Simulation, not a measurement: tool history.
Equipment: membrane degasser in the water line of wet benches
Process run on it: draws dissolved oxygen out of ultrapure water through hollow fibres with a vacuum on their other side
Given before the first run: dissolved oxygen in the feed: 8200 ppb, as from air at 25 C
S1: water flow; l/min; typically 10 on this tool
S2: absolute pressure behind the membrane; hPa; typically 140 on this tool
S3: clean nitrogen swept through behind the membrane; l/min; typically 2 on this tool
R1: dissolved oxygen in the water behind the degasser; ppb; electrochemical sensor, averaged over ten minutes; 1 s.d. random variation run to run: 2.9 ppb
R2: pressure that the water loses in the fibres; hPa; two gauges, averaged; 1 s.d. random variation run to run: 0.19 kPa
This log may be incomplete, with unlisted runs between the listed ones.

run,hour,S1,S2,S3,R1,R2
1,0,10,140,2,286.8,361.5
2,64.3,10,140,2,293.8,360
3,100.1,10,140,2,291.8,358.1
4,138.1,10,140,2,288.4,361.9
5,186,10,140,2,290.7,358.6
6,218.2,10,140,2,291.2,358
7,254.5,10,140,2,293.3,359.8
8,310.1,10,111,2,253.2,363.9
9,349.7,10,111,2,257.6,362.4
10,383.6,10,111,2,256.8,360.5
11,421.7,10,111,2,262.2,363
12,458.8,10,111,2,262.7,358.6
13,518.7,10,111,2,253.2,361.2
14,546.3,10,111,2,255.7,359.1
15,594.1,7,111,2,157.4,249.4
16,644.5,10,93,2,236.6,356.6
17,701.7,10,140,5.65,211.7,358.1
18,742.2,7,137,3.28,146,251.1
19,796,16,137,0.98,672.6,572.4
20,854.9,16,137,2.73,462.8,571.8
21,886.2,7,317,1.25,460.2,248.1
22,943.4,7,118,1.74,174.3,253.6
23,1006.7,15,144,1.74,511.8,534.8
24,1057.6,9,330,2.57,379.4,321
25,1102.8,11,271,1.39,601.2,392
26,1164.6,11,271,1.39,613.4,387.3
27,1201.1,11,160,1.39,411.1,388.5
28,1267.2,10,85,2,232.1,355.3
29,1311.4,6,287,3.12,188.9,212.3
30,1362,6,287,3.12,189.4,211.3
31,1396.9,6,287,3.12,187.3,215.8
32,1435.2,6,100,3.12,100.1,214.6
33,1498.7,6,100,3.12,99.4,213.4

Same runs, no hidden state in the tool, same run-to-run variation:
The hidden state here: membrane still open, %; true pressure behind the membrane over the reading, kPa; air that leaks in behind the membrane, l/min; drift of the gauge itself on oxygen_ppb, %; drift of the gauge itself on loss_of_pressure_kpa, %.
run,R2
1,361.4
2,360.2
3,358.5
4,362.6
5,359.5
6,359
7,361.1
8,365.4
9,364.1
10,362.4
11,365.2
12,360.9
13,363.8
14,361.9
15,251.5
16,359.9
17,361.7
18,253.8
19,579
20,578.8
21,251.3
22,257
23,542.5
24,325.9
25,398.2
26,393.9
27,395.3
28,361.9
29,216.4
30,215.5
31,220.1
32,219.1
33,218.1
For R1, the value without the hidden state is never more than 1.7 ppb from the measured value.
